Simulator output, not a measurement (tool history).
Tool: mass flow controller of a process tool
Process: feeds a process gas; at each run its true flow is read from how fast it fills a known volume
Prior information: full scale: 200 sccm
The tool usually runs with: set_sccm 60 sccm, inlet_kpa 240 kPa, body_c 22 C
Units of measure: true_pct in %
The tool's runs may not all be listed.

run	hour	set_sccm	inlet_kpa	body_c	true_pct
1	0	60	240	22	99.92
2	45.4	60	240	36	98.96
3	115.4	60	240	22	99.81
4	175.8	60	240	22	99.98
5	231.7	60	240	22	99.96
6	295.8	162	240	22	100.33
7	345.9	60	240	22	100.01
8	400.7	60	240	22	100.02
9	474.2	60	251	22	100.23
10	575.9	66	240	22	99.99
11	651.1	66	240	22	100.18
12	740.5	66	240	22	100.01
13	811.7	60	240	22	100.22
14	864.9	60	240	22	100.12
15	947.3	60	248	22	100.31
16	990.8	60	248	22	100.27
17	1075.3	60	240	35	99.41
18	1169.8	60	240	35	99.63
# hour 1179.9: controller's zero set anew
19	1228.5	60	240	28	100.58
20	1300.2	60	240	28	100.53
21	1351.7	60	240	36	100.03
22	1438.8	60	240	36	100.02
23	1482.4	68	240	22	100.82
24	1564.8	68	240	22	100.74
# hour 1639.6: controller's zero set anew, once more
25	1649.3	81	201	28	97.94
26	1747.1	42	166	28	97.17
27	1817.4	118	272	34	98.49
28	1880.5	34	194	26	97.49
29	1962.2	23	217	27	97.49
30	2026.6	63	142	27	97.53
31	2081	63	142	27	97.55
32	2150.8	63	142	27	97.62
33	2243.7	60	157	39	96.92
34	2317.4	60	157	39	96.99
35	2378.8	60	157	39	96.87
36	2455.3	60	157	26	97.74
37	2528.8	60	157	26	97.91
38	2581	24	152	29	97.55
39	2676.3	21	240	22	98.79
40	2749.1	32	181	22	98.28
41	2850.4	32	181	22	98.46
42	2920.1	88	232	28	98.4
43	2962.8	30	180	21	98.52
44	3050	184	164	21	99.68
45	3093.3	184	164	21	99.77
46	3170.7	60	252	30	98.35
47	3257.9	60	252	30	98.44
48	3322.8	40	252	36	98.18

Each row is a separate what-if for the run after 48, all from the same tool condition, not one after another. Results?
A	3420.2	40	172	36	?
B	3420.2	45	199	22	?
C	3420.2	20	219	27	?
D	3420.2	142	240	22	?

run	true_pct
A	97.57
B	98.64
C	99.2
D	99.64
Without the tool's unlogged condition, the same runs would have read:
run	true_pct
A	96.76
B	97.96
C	97.32
D	99.61
